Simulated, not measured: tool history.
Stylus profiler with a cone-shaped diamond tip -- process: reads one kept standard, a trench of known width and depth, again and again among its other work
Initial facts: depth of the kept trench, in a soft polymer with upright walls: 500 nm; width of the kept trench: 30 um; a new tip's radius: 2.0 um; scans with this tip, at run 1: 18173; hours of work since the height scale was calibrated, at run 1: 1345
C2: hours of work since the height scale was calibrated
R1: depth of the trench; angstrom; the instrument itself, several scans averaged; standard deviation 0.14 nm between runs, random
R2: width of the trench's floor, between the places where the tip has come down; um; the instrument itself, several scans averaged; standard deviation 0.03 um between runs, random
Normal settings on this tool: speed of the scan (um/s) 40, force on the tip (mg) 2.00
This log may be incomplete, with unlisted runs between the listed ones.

{"run": 1, "hour": 0.0, "speed of the scan (um/s)": 40, "force on the tip (mg)": 2.0, "scans with this tip": 18173, "C2": 1345, "R1": 5067.1, "R2": 25.86}
{"run": 2, "hour": 45.8, "speed of the scan (um/s)": 40, "force on the tip (mg)": 2.0, "scans with this tip": 18594, "C2": 1376, "R1": 5065.1, "R2": 25.82}
{"run": 3, "hour": 74.6, "speed of the scan (um/s)": 10, "force on the tip (mg)": 2.0, "scans with this tip": 18859, "C2": 1396, "R1": 5068.5, "R2": 26.02}
{"run": 4, "hour": 114.4, "speed of the scan (um/s)": 40, "force on the tip (mg)": 2.0, "scans with this tip": 19224, "C2": 1423, "R1": 5068.2, "R2": 25.83}
{"run": 5, "hour": 145.3, "speed of the scan (um/s)": 40, "force on the tip (mg)": 2.0, "scans with this tip": 19508, "C2": 1444, "R1": 5068.3, "R2": 25.86}
{"run": 6, "hour": 189.3, "speed of the scan (um/s)": 40, "force on the tip (mg)": 2.0, "scans with this tip": 19912, "C2": 1474, "R1": 5070.3, "R2": 25.74}
{"run": 7, "hour": 233.4, "speed of the scan (um/s)": 40, "force on the tip (mg)": 2.0, "scans with this tip": 20318, "C2": 1504, "R1": 5070.9, "R2": 25.77}
{"run": 8, "hour": 271.5, "speed of the scan (um/s)": 40, "force on the tip (mg)": 2.0, "scans with this tip": 20668, "C2": 1530, "R1": 5067.2, "R2": 25.8}
{"run": 9, "hour": 296.2, "speed of the scan (um/s)": 40, "force on the tip (mg)": 2.0, "scans with this tip": 20895, "C2": 1546, "R1": 5071.7, "R2": 25.79}
{"run": 10, "hour": 340.9, "speed of the scan (um/s)": 40, "force on the tip (mg)": 2.0, "scans with this tip": 21306, "C2": 1577, "R1": 5068.1, "R2": 25.75}
{"run": 11, "hour": 373.3, "speed of the scan (um/s)": 40, "force on the tip (mg)": 2.0, "scans with this tip": 21604, "C2": 1599, "R1": 5071.2, "R2": 25.63}
{"run": 12, "hour": 400.5, "speed of the scan (um/s)": 40, "force on the tip (mg)": 2.0, "scans with this tip": 21854, "C2": 1617, "R1": 5071.8, "R2": 25.69}
{"run": 13, "hour": 461.9, "speed of the scan (um/s)": 40, "force on the tip (mg)": 0.68, "scans with this tip": 22418, "C2": 1659, "R1": 5052.5, "R2": 25.57}
{"run": 14, "hour": 494.7, "speed of the scan (um/s)": 40, "force on the tip (mg)": 2.0, "scans with this tip": 22719, "C2": 1681, "R1": 5072.7, "R2": 25.6}
{"run": 15, "hour": 552.4, "speed of the scan (um/s)": 40, "force on the tip (mg)": 2.0, "scans with this tip": 23249, "C2": 1721, "R1": 5071.9, "R2": 25.63}
{"run": 16, "hour": 607.1, "speed of the scan (um/s)": 20, "force on the tip (mg)": 2.0, "scans with this tip": 23752, "C2": 1758, "R1": 5074.6, "R2": 25.67}

What does the tool deliver on the next run?
{"hour": 610.8, "done": "height scale calibrated on a step standard"}
{"run": 17, "hour": 643.7, "speed of the scan (um/s)": 20, "force on the tip (mg)": 2.0, "scans with this tip": 24084, "C2": 22, "R1": "?", "R2": "?"}

{"run 17": {"R1": 5090.6, "R2": 25.62}}
If the tool had no hidden condition, the same run with the same run-to-run variation would have returned R1 5036.2 angstrom, R2 27.22 um.
